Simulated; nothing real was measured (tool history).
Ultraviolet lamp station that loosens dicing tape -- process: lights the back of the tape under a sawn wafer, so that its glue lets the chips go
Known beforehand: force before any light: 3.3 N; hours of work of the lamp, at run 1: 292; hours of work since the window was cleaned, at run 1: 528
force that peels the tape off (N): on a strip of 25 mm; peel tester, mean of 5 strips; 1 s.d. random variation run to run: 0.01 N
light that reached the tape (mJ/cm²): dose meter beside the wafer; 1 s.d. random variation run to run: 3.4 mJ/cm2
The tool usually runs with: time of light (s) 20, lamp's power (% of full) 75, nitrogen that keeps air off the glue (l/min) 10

run	hour	time of light (s)	lamp's power (% of full)	nitrogen that keeps air off the glue (l/min)	hours of work of the lamp	hours of work since the window was cleaned	force that peels the tape off (N)	light that reached the tape (mJ/cm²)
1	0.0	20	75	10	292	528	0.576	460
2	59.9	20	75	10	326	562	0.612	455
# hour 86.3: window cleaned of glue's vapour
3	95.2	20	75	10	346	5	0.504	493
4	133.8	20	75	10	368	27	0.542	492
5	175.7	20	75	10	392	51	0.562	480
6	211.6	20	75	10	412	71	0.569	478
7	267.8	20	75	10	444	103	0.575	472
8	299.2	20	75	10	462	121	0.575	473
9	352.5	20	75	10	493	152	0.585	458
10	381.2	15	75	10	509	168	0.872	340
11	438.9	15	75	10	542	201	0.893	335
12	497.7	15	75	10	575	234	0.888	327
13	531.6	16	60	19	595	254	0.977	277
14	570.7	21	62	4	617	276	0.983	371
15	615.6	14	69	3	643	302	1.371	266
16	662.5	14	80	3	669	328	1.289	311
17	688.2	20	74	10	684	343	0.698	408
18	718.4	30	88	6	701	360	0.341	717
# hour 739.3: lamp changed
19	767.6	30	88	6	16	388	0.259	896
20	821.7	14	83	6	47	418	0.873	388

Branching from run 20: 4 alternative next runs. What would each branch give?
A	876.3	11	83	6	78	450	?	?
B	876.3	20	71	10	78	450	?	?
C	876.3	34	83	7	78	450	?	?
D	876.3	14	83	6	78	450	?	?

run	force that peels the tape off (N)	light that reached the tape (mJ/cm²)
A	1.120	296
B	0.560	469
C	0.248	923
D	0.841	377
Stripped of hidden state, with their random variation kept, the same runs would have yielded:
run	force that peels the tape off (N)	light that reached the tape (mJ/cm²)
A	0.988	335
B	0.471	529
C	0.220	1040
D	0.724	425

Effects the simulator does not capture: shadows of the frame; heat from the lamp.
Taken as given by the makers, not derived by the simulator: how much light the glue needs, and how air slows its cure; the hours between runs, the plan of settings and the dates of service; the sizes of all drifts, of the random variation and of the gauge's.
